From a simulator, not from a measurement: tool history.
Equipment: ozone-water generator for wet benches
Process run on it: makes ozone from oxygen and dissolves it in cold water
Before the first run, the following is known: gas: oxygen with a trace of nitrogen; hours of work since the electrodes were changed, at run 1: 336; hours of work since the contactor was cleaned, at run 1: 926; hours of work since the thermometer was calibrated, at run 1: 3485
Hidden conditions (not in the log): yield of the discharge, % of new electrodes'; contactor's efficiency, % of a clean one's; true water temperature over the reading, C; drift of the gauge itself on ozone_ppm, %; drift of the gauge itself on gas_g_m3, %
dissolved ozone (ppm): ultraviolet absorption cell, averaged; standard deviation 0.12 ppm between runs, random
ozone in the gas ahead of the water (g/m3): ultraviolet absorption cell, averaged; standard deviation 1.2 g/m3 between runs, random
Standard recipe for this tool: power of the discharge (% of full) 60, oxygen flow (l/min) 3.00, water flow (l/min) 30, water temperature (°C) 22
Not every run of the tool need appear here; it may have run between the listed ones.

run   hour  power of the discharge (% of full)  oxygen flow (l/min)  water flow (l/min)  water temperature (°C)  hours of work since the electrodes were changed  hours of work since the contactor was cleaned  hours of work since the thermometer was calibrated  dissolved ozone (ppm)  ozone in the gas ahead of the water (g/m3)
  1    0.0                                  60                 3.00                  30                      22                                              336                                            926                                                3485                   12.0                                       213.9
  2   57.7                                  60                 4.98                  30                      22                                              393                                            983                                                3542                   14.2                                       180.0
  3   88.6                                  60                 4.98                  30                      22                                              424                                           1014                                                3572                   14.0                                       179.5
  4  162.6                                  60                 4.98                  30                      22                                              497                                           1087                                                3646                   14.0                                       178.8
  5  213.8                                  60                 4.98                  30                      22                                              548                                           1137                                                3696                   14.0                                       178.0
  6  278.4                                  60                 4.98                  30                      22                                              612                                           1201                                                3760                   14.0                                       176.8
  7  331.9                                  60                 4.96                  30                      22                                              664                                           1254                                                3813                   14.1                                       176.2
     353.0  -- water thermometer calibrated
  8  375.4                                  60                 4.96                  30                      22                                              707                                           1296                                                  22                   13.6                                       176.8
  9  439.2                                  58                 4.96                  30                      22                                              770                                           1359                                                  85                   13.6                                       174.0
 10  493.8                                  58                 4.96                  30                      22                                              824                                           1413                                                 139                   13.4                                       171.8
 11  541.2                                  60                 1.63                  30                      22                                              871                                           1460                                                 186                    8.6                                       258.2
 12  603.4                                  60                 1.63                  30                      22                                              932                                           1522                                                 247                    8.6                                       255.8
 13  647.8                                  71                 3.51                  41                      20                                              976                                           1565                                                 291                   10.9                                       229.3
     654.0  -- water thermometer calibrated, once more
 14  716.5                                  71                 3.51                  41                      20                                             1043                                           1633                                                  62                   11.0                                       230.6
 15  782.8                                  47                 3.51                  47                      20                                             1109                                           1698                                                 127                    6.7                                       158.7
 16  821.6                                  70                 3.66                  30                      21                                             1147                                           1737                                                 166                   13.8                                       221.6
 17  855.1                                  70                 3.66                  30                      21                                             1180                                           1770                                                 199                   14.3                                       221.5
 18  903.2                                  58                 3.66                  32                      21                                             1228                                           1817                                                 246                   11.5                                       187.8

Run 19 has not been measured yet. What should we expect?
 19  934.2                                  60                 1.67                  25                      17                                             1258                                           1848                                                 277                      ?                                           ?

dissolved ozone (ppm): 10.6
ozone in the gas ahead of the water (g/m3): 254.3
Had the tool carried no hidden state, the very same run would have given dissolved ozone (ppm) 11.2, ozone in the gas ahead of the water (g/m3) 265.5.
